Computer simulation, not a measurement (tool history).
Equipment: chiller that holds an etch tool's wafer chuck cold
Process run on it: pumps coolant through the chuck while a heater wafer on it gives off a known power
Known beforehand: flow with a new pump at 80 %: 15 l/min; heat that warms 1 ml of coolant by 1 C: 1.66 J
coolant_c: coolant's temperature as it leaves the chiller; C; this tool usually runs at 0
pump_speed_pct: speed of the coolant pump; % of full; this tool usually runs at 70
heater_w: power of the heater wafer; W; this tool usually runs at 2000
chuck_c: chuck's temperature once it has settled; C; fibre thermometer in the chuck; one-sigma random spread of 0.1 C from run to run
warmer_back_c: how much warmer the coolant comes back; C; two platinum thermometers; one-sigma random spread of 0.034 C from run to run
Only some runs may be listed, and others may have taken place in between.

Run 1, hour 0.0: usual settings. Result: chuck_c 14.5 C, warmer_back_c 5.54 C.
Run 2, hour 38.6: usual settings. Result: chuck_c 14.7 C, warmer_back_c 5.61 C.
Run 3, hour 96.3: usual settings. Result: chuck_c 14.8 C, warmer_back_c 5.55 C.
Run 4, hour 128.3: usual settings but coolant_c 3 C. Result: chuck_c 17.7 C, warmer_back_c 5.62 C.
Run 5, hour 167.3: usual settings but coolant_c 3 C, heater_w 2222 W. Result: chuck_c 19.4 C, warmer_back_c 6.20 C.
Run 6, hour 230.2: usual settings but coolant_c 3 C, heater_w 2222 W. Result: chuck_c 19.3 C, warmer_back_c 6.21 C.
Run 7, hour 293.5: usual settings but pump_speed_pct 97 % of full. Result: chuck_c 11.9 C, warmer_back_c 3.99 C.
Run 8, hour 361.0: usual settings. Result: chuck_c 14.7 C, warmer_back_c 5.58 C.
Run 9, hour 411.1: usual settings. Result: chuck_c 14.7 C, warmer_back_c 5.58 C.
Run 10, hour 451.9: usual settings but coolant_c 5 C. Result: chuck_c 19.8 C, warmer_back_c 5.61 C.
Run 11, hour 482.3: usual settings. Result: chuck_c 14.7 C, warmer_back_c 5.57 C.
Run 12, hour 522.6: usual settings. Result: chuck_c 14.7 C, warmer_back_c 5.58 C.
Run 13, hour 553.7: usual settings but heater_w 2260 W. Result: chuck_c 17.0 C, warmer_back_c 6.34 C.
At hour 558.4: chiller's thermometer calibrated.
Run 14, hour 600.6: usual settings but heater_w 2260 W. Result: chuck_c 16.4 C, warmer_back_c 6.32 C.
At hour 628.1: coolant changed, channels flushed.
Run 15, hour 652.1: usual settings but heater_w 2260 W. Result: chuck_c 14.4 C, warmer_back_c 6.36 C.
Run 16, hour 711.8: usual settings but heater_w 2260 W. Result: chuck_c 14.2 C, warmer_back_c 6.31 C.
At hour 732.7: chiller's thermometer calibrated, once more.
Run 17, hour 763.5: usual settings but heater_w 2260 W. Result: chuck_c 15.3 C, warmer_back_c 6.29 C.
Run 18, hour 823.6: usual settings but coolant_c -4 C, pump_speed_pct 91 % of full, heater_w 2260 W. Result: chuck_c 8.9 C, warmer_back_c 4.81 C.
Run 19, hour 875.3: usual settings but coolant_c -3 C, pump_speed_pct 66 % of full, heater_w 2259 W. Result: chuck_c 12.9 C, warmer_back_c 6.74 C.
Run 20, hour 909.9: usual settings but coolant_c -1 C, pump_speed_pct 73 % of full, heater_w 2254 W. Result: chuck_c 13.7 C, warmer_back_c 6.03 C.
Run 21, hour 937.8: usual settings but pump_speed_pct 71 % of full. Result: chuck_c 13.3 C, warmer_back_c 5.54 C.
Run 22, hour 997.6: usual settings but coolant_c 2 C, pump_speed_pct 67 % of full. Result: chuck_c 15.9 C, warmer_back_c 5.75 C.
Run 23, hour 1031.3: usual settings but coolant_c -4 C, pump_speed_pct 99 % of full. Result: chuck_c 6.8 C, warmer_back_c 3.92 C.
Run 24, hour 1059.1: usual settings but coolant_c -4 C, pump_speed_pct 99 % of full. Result: chuck_c 6.8 C, warmer_back_c 3.96 C.
Run 25, hour 1091.6: usual settings but coolant_c -2 C, pump_speed_pct 71 % of full. Result: chuck_c 11.4 C, warmer_back_c 5.57 C.
Run 26, hour 1159.2: usual settings but pump_speed_pct 88 % of full, heater_w 2997 W. Result: chuck_c 17.4 C, warmer_back_c 6.63 C.
Run 27, hour 1192.1: usual settings but pump_speed_pct 88 % of full, heater_w 2997 W. Result: chuck_c 17.5 C, warmer_back_c 6.67 C.
Run 28, hour 1247.6: usual settings but pump_speed_pct 88 % of full, heater_w 2997 W. Result: chuck_c 17.5 C, warmer_back_c 6.59 C.
Run 29, hour 1279.2: usual settings but coolant_c -1 C, pump_speed_pct 80 % of full, heater_w 1840 W. Result: chuck_c 10.5 C, warmer_back_c 4.54 C.
Run 30, hour 1328.8: usual settings but coolant_c 9 C, pump_speed_pct 93 % of full, heater_w 1769 W. Result: chuck_c 18.9 C, warmer_back_c 3.69 C.
Run 31, hour 1391.5: usual settings but coolant_c 4 C, pump_speed_pct 86 % of full, heater_w 1042 W. Result: chuck_c 10.1 C, warmer_back_c 2.39 C.

Consider 3 possible next runs. They are alternatives, not a sequence: every one starts from the tool as it was left by run 31. What does each give?
Run A, hour 1424.2: usual settings but coolant_c 7 C, pump_speed_pct 90 % of full, heater_w 1385 W. Result: chuck_c ?, warmer_back_c ?.
Run B, hour 1424.2: usual settings but coolant_c -8 C, pump_speed_pct 77 % of full, heater_w 1467 W. Result: chuck_c ?, warmer_back_c ?.
Run C, hour 1424.2: usual settings but pump_speed_pct 76 % of full. Result: chuck_c ?, warmer_back_c ?.

run  chuck_c  warmer_back_c
  A     14.9           2.98
  B      1.2           3.68
  C     12.9           5.15
The same runs, with their run-to-run variation unchanged, on a tool lacking any hidden condition would have given:
run  chuck_c  warmer_back_c
  A     14.8           2.94
  B      1.1           3.63
  C     12.7           5.08
